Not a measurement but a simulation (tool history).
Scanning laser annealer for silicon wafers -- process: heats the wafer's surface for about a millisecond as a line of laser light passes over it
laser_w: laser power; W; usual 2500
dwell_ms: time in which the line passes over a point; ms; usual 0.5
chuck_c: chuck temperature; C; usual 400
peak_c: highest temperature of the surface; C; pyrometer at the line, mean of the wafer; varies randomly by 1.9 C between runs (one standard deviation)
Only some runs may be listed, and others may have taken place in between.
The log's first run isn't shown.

run,hour,laser_w,dwell_ms,chuck_c,hours of work since the window was cleaned,hours of work since the power meter was calibrated,hours of work since the optics were aligned,peak_c
2,29.5,2500,0.5,400,791,487,639,1178
3,97,2500,0.5,422,819,516,667,1198
4,137.5,2500,0.5,418,836,533,684,1198
5,172.2,2500,0.5,418,851,547,699,1194
6,205.8,2500,0.5,418,865,561,713,1196
7,273,2500,0.5,418,893,590,741,1197
# hour 281: window over the wafer cleaned
8,303.7,2500,0.586,400,10,602,754,1241
9,359.7,2500,0.586,400,33,625,777,1237
10,406.8,2500,0.586,400,53,645,797,1240
11,445.8,2500,0.586,400,69,661,813,1236
12,477.9,2500,0.355,400,83,675,827,1066
13,513,2383,0.5,400,98,690,841,1139
14,549.2,2383,0.5,400,113,705,857,1143
15,615.4,2383,0.5,400,141,733,885,1141
16,649.4,2383,0.5,400,155,747,899,1141
17,704.1,2383,0.5,400,178,770,922,1140

What does the tool deliver on the next run?
18,759.3,2383,0.5,400,201,793,945,?

Run 18 came out at peak_c 1141 C.
Minus the tool's unlogged condition, the same run would have read peak_c 1141 C.
